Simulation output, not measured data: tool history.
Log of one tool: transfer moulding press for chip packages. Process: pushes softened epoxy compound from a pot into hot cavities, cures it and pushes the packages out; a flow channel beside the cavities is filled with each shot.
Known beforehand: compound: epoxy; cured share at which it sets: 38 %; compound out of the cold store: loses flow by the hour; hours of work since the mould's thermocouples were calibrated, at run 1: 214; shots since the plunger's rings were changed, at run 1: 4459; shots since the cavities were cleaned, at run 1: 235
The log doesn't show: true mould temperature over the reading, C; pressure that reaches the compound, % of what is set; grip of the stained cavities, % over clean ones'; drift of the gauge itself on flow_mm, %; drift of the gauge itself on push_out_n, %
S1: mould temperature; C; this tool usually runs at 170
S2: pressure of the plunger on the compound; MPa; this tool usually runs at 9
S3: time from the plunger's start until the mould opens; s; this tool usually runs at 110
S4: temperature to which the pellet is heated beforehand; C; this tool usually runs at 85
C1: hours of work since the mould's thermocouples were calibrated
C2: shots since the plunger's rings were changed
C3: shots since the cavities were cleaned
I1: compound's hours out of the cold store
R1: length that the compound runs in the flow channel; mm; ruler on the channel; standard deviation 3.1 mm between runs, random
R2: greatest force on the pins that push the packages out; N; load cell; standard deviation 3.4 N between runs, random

run	hour	S1	S2	S3	S4	C1	C2	C3	I1	R1	R2
1	0	170	9	110	85	214	4459	235	44.3	666	243
2	17.8	170	9	110	85	227	4671	447	24	712	270
# hour 23.9: cavities cleaned with cleaning compound and waxed
3	34.4	175	9	110	85	237	4853	126	47.5	641	209
4	56	175	9.57	110	85	252	5112	385	18.4	722	245
# hour 67: cavities cleaned with cleaning compound and waxed
5	74.8	170	7.25	110	85	265	5318	92	23.9	637	222
# hour 100.6: plunger's sealing rings changed
6	104.3	170	9	123	85	284	45	416	15.3	792	248
# hour 112.9: cavities cleaned with cleaning compound and waxed
7	124.6	170	8.21	123	85	297	270	140	36.2	705	207
8	146	175	8.21	123	85	312	526	396	10.7	749	238
# hour 156.9: cavities cleaned with cleaning compound and waxed
9	162.1	170	8.32	110	85	322	701	62	33	708	212
10	183.2	170	9	110	85	337	954	315	39.2	721	243
# hour 201: cavities cleaned with cleaning compound and waxed
11	201	170	9	110	85	348	1149	0	27.4	745	200
12	216.5	170	9	110	85	359	1334	185	27.2	750	232
13	242.5	170	9	110	85	377	1646	497	38.6	716	266
# hour 245.3: cavities cleaned with cleaning compound and waxed
14	262.3	170	9	110	85	390	1865	204	30.9	731	240
15	279.8	170	9	110	85	403	2075	414	46.3	689	255
# hour 288.6: cavities cleaned with cleaning compound and waxed
16	302.7	170	9	110	75	418	2330	168	31	727	235
17	326.4	170	9	110	75	434	2614	452	40.3	698	255
# hour 332.9: cavities cleaned with cleaning compound and waxed
18	343.6	170	9	101	85	445	2803	128	15.4	759	244
19	356	170	9	101	85	454	2951	276	40.6	695	262
# hour 376.2: cavities cleaned with cleaning compound and waxed
20	380.6	170	9	101	85	470	3228	53	39.1	693	223
21	401	170	9	93	85	484	3472	297	9.9	765	304
22	413	170	8.02	93	78	493	3616	441	12.3	713	325
# hour 420.5: cavities cleaned with cleaning compound and waxed
23	436.7	170	8.02	93	78	509	3882	194	23	688	289
24	461.7	170	9	110	93	526	4181	493	34.1	688	271
# hour 464.5: cavities cleaned with cleaning compound and waxed
25	487.6	170	9	110	93	543	4473	277	16.1	732	237
26	504.8	175	9.08	110	85	555	4680	484	31.5	681	244
# hour 507.9: cavities cleaned with cleaning compound and waxed
27	523.7	175	8.99	120	85	567	4887	189	30.3	679	223

Predict each of these 4 candidate next runs independently; none follows another, all start after run 27:
A	535.5	170	8.73	110	85	576	5029	331	26.2	?	?
B	535.5	175	10.15	120	85	576	5029	331	23.2	?	?
C	535.5	177	6.85	119	85	576	5029	331	20.1	?	?
D	535.5	175	8.99	120	93	576	5029	331	39.2	?	?

run	R1	R2
A	692	253
B	730	232
C	603	229
D	655	229
The same runs, with their run-to-run variation unchanged, on a tool lacking any hidden condition would have given:
run	R1	R2
A	756	203
B	798	182
C	659	180
D	716	180
